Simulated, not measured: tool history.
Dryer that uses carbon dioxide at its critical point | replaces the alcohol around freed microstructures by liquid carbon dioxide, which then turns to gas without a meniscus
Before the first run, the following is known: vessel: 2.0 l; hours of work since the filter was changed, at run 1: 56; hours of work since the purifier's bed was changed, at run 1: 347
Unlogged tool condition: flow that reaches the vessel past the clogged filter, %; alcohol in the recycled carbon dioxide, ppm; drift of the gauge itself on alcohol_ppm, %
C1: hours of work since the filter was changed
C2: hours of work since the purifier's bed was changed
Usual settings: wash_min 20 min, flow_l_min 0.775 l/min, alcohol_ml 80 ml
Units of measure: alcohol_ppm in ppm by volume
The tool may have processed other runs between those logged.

Run 1, day 0: usual settings; C1 56; C2 347. Result: alcohol_ppm 75 ppm by volume.
Run 2, day 0.854: usual settings; C1 64; C2 356. Result: alcohol_ppm 82 ppm by volume.
Run 3, day 1.338: usual settings but wash_min 23 min; C1 69; C2 361. Result: alcohol_ppm 61 ppm by volume.
Run 4, day 2.229: usual settings but wash_min 23 min; C1 78; C2 370. Result: alcohol_ppm 64 ppm by volume.
Run 5, day 2.896: usual settings but wash_min 23 min; C1 84; C2 376. Result: alcohol_ppm 69 ppm by volume.
Run 6, day 3.679: usual settings but wash_min 23 min; C1 92; C2 384. Result: alcohol_ppm 62 ppm by volume.
Run 7, day 4.588: usual settings but flow_l_min 0.901 l/min; C1 101; C2 393. Result: alcohol_ppm 71 ppm by volume.
Run 8, day 5.629: usual settings; C1 112; C2 403. Result: alcohol_ppm 86 ppm by volume.
Run 9, day 6.258: usual settings but alcohol_ml 23 ml; C1 118; C2 409. Result: alcohol_ppm 70 ppm by volume.
Run 10, day 7.142: usual settings but flow_l_min 0.908 l/min, alcohol_ml 23 ml; C1 126; C2 418. Result: alcohol_ppm 62 ppm by volume.
Run 11, day 7.725: usual settings but alcohol_ml 28 ml; C1 132; C2 424. Result: alcohol_ppm 64 ppm by volume.
Run 12, day 8.188: usual settings; C1 137; C2 429. Result: alcohol_ppm 97 ppm by volume.
Run 13, day 8.796: usual settings; C1 143; C2 435. Result: alcohol_ppm 100 ppm by volume.
Run 14, day 9.862: usual settings; C1 153; C2 445. Result: alcohol_ppm 95 ppm by volume.
Run 15, day 10.55: usual settings; C1 160; C2 452. Result: alcohol_ppm 110 ppm by volume.
Run 16, day 11.458: usual settings; C1 169; C2 461. Result: alcohol_ppm 103 ppm by volume.
Run 17, day 12.558: usual settings; C1 180; C2 472. Result: alcohol_ppm 111 ppm by volume.
Run 18, day 13.133: usual settings; C1 186; C2 477. Result: alcohol_ppm 99 ppm by volume.
Run 19, day 13.812: usual settings; C1 192; C2 484. Result: alcohol_ppm 108 ppm by volume.
Run 20, day 14.9: usual settings; C1 203; C2 495. Result: alcohol_ppm 108 ppm by volume.
Run 21, day 15.462: usual settings; C1 209; C2 501. Result: alcohol_ppm 114 ppm by volume.
Run 22, day 16.325: usual settings but wash_min 17 min, flow_l_min 0.82 l/min; C1 217; C2 509. Result: alcohol_ppm 149 ppm by volume.
Run 23, day 17.008: usual settings but wash_min 17 min, flow_l_min 0.567 l/min, alcohol_ml 41 ml; C1 224; C2 516. Result: alcohol_ppm 346 ppm by volume.
Run 24, day 17.817: usual settings but flow_l_min 0.606 l/min, alcohol_ml 69 ml; C1 232; C2 524. Result: alcohol_ppm 235 ppm by volume.
Run 25, day 18.392: usual settings but alcohol_ml 48 ml; C1 238; C2 530. Result: alcohol_ppm 105 ppm by volume.
Run 26, day 19.483: usual settings but alcohol_ml 48 ml; C1 249; C2 540. Result: alcohol_ppm 89 ppm by volume.
Run 27, day 20.142: usual settings but wash_min 18 min, flow_l_min 0.954 l/min, alcohol_ml 48 ml; C1 255; C2 547. Result: alcohol_ppm 90 ppm by volume.
Run 28, day 21.225: usual settings but wash_min 18 min, flow_l_min 0.552 l/min, alcohol_ml 49 ml; C1 266; C2 558. Result: alcohol_ppm 381 ppm by volume.
Run 29, day 22.358: usual settings but wash_min 16 min, flow_l_min 0.862 l/min, alcohol_ml 43 ml; C1 277; C2 569. Result: alcohol_ppm 124 ppm by volume.
Run 30, day 23.171: usual settings but wash_min 16 min, flow_l_min 0.862 l/min, alcohol_ml 43 ml; C1 285; C2 577. Result: alcohol_ppm 136 ppm by volume.
Run 31, day 24.104: usual settings but wash_min 16 min, flow_l_min 0.862 l/min, alcohol_ml 43 ml; C1 294; C2 586. Result: alcohol_ppm 135 ppm by volume.
Run 32, day 25.162: usual settings but flow_l_min 1.188 l/min, alcohol_ml 60 ml; C1 305; C2 597. Result: alcohol_ppm 89 ppm by volume.
Run 33, day 26.225: usual settings but flow_l_min 1.188 l/min, alcohol_ml 44 ml; C1 315; C2 607. Result: alcohol_ppm 90 ppm by volume.
Run 34, day 27.129: usual settings; C1 324; C2 616. Result: alcohol_ppm 132 ppm by volume.
At day 27.383: inlet filter changed.
Run 35, day 28.062: usual settings but wash_min 28 min, alcohol_ml 38 ml; C1 7; C2 625. Result: alcohol_ppm 90 ppm by volume.
Run 36, day 28.608: usual settings but wash_min 28 min, flow_l_min 0.798 l/min, alcohol_ml 38 ml; C1 12; C2 630. Result: alcohol_ppm 89 ppm by volume.
Run 37, day 29.167: usual settings but wash_min 17 min, flow_l_min 0.897 l/min; C1 18; C2 636. Result: alcohol_ppm 118 ppm by volume.
Run 38, day 30.158: usual settings but alcohol_ml 67 ml; C1 27; C2 646. Result: alcohol_ppm 116 ppm by volume.
Run 39, day 30.95: usual settings but alcohol_ml 67 ml; C1 35; C2 653. Result: alcohol_ppm 109 ppm by volume.
Run 40, day 31.888: usual settings but wash_min 15 min, flow_l_min 0.943 l/min, alcohol_ml 42 ml; C1 45; C2 663. Result: alcohol_ppm 120 ppm by volume.

Branching from run 40: 4 alternative next runs. What would each branch give?
Run A, day 33.038: usual settings but wash_min 28 min, flow_l_min 0.89 l/min; C1 56; C2 674. Result: alcohol_ppm ?.
Run B, day 33.038: usual settings but wash_min 15 min, flow_l_min 0.926 l/min; C1 56; C2 674. Result: alcohol_ppm ?.
Run C, day 33.038: usual settings but wash_min 12 min, flow_l_min 1.147 l/min, alcohol_ml 117 ml; C1 56; C2 674. Result: alcohol_ppm ?.
Run D, day 33.038: usual settings but flow_l_min 1.149 l/min, alcohol_ml 20 ml; C1 56; C2 674. Result: alcohol_ppm ?.

run  alcohol_ppm
  A           99
  B          150
  C          192
  D           81
Without the tool's hidden state the same runs would have given:
run  alcohol_ppm
  A           10
  B           56
  C           92
  D            0
